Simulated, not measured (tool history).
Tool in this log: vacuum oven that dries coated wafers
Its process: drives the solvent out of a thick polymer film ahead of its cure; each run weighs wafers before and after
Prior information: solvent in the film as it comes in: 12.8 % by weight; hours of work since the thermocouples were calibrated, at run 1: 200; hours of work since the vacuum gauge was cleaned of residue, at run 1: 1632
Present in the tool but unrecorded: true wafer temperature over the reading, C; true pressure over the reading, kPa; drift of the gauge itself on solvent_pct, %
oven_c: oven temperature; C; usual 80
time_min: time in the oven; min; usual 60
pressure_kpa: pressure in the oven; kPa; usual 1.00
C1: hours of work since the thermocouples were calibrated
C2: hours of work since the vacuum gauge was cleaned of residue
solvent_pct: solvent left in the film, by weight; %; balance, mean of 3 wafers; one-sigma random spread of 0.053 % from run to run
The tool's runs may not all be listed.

run 1 hour=0.0 | oven_c=80 time_min=60 pressure_kpa=1.00 | C1=200 C2=1632 | solvent_pct=2.32
run 2 hour=87.3 | oven_c=80 time_min=60 pressure_kpa=1.00 | C1=267 C2=1698 | solvent_pct=2.25
run 3 hour=133.6 | oven_c=80 time_min=60 pressure_kpa=1.00 | C1=302 C2=1734 | solvent_pct=2.21
run 4 hour=184.0 | oven_c=80 time_min=60 pressure_kpa=1.00 | C1=341 C2=1772 | solvent_pct=2.27
run 5 hour=247.8 | oven_c=83 time_min=60 pressure_kpa=1.00 | C1=389 C2=1821 | solvent_pct=1.93
run 6 hour=334.7 | oven_c=80 time_min=60 pressure_kpa=1.21 | C1=456 C2=1887 | solvent_pct=2.58
run 7 hour=378.8 | oven_c=80 time_min=60 pressure_kpa=1.21 | C1=489 C2=1921 | solvent_pct=2.47
run 8 hour=459.7 | oven_c=80 time_min=60 pressure_kpa=1.21 | C1=551 C2=1983 | solvent_pct=2.54
run 9 hour=507.3 | oven_c=80 time_min=60 pressure_kpa=1.21 | C1=587 C2=2019 | solvent_pct=2.57
run 10 hour=588.0 | oven_c=80 time_min=77 pressure_kpa=1.00 | C1=649 C2=2081 | solvent_pct=2.03
run 11 hour=676.6 | oven_c=80 time_min=60 pressure_kpa=1.58 | C1=717 C2=2148 | solvent_pct=2.99
-- hour=726.3 oven's thermocouples calibrated
run 12 hour=742.3 | oven_c=80 time_min=60 pressure_kpa=1.58 | C1=12 C2=2197 | solvent_pct=3.10
run 13 hour=832.8 | oven_c=80 time_min=60 pressure_kpa=1.11 | C1=81 C2=2266 | solvent_pct=2.55
run 14 hour=891.4 | oven_c=80 time_min=79 pressure_kpa=2.97 | C1=126 C2=2311 | solvent_pct=4.68
run 15 hour=952.2 | oven_c=80 time_min=79 pressure_kpa=2.97 | C1=172 C2=2357 | solvent_pct=4.60
run 16 hour=1040.7 | oven_c=80 time_min=47 pressure_kpa=2.96 | C1=240 C2=2425 | solvent_pct=5.12

Expected results for the next run?
run 17 hour=1098.2 | oven_c=80 time_min=47 pressure_kpa=2.96 | C1=284 C2=2468 | solvent_pct=?

{"run 17": {"solvent_pct": 5.13}}
Without the tool's hidden state the same run would have given solvent_pct 4.60 %.
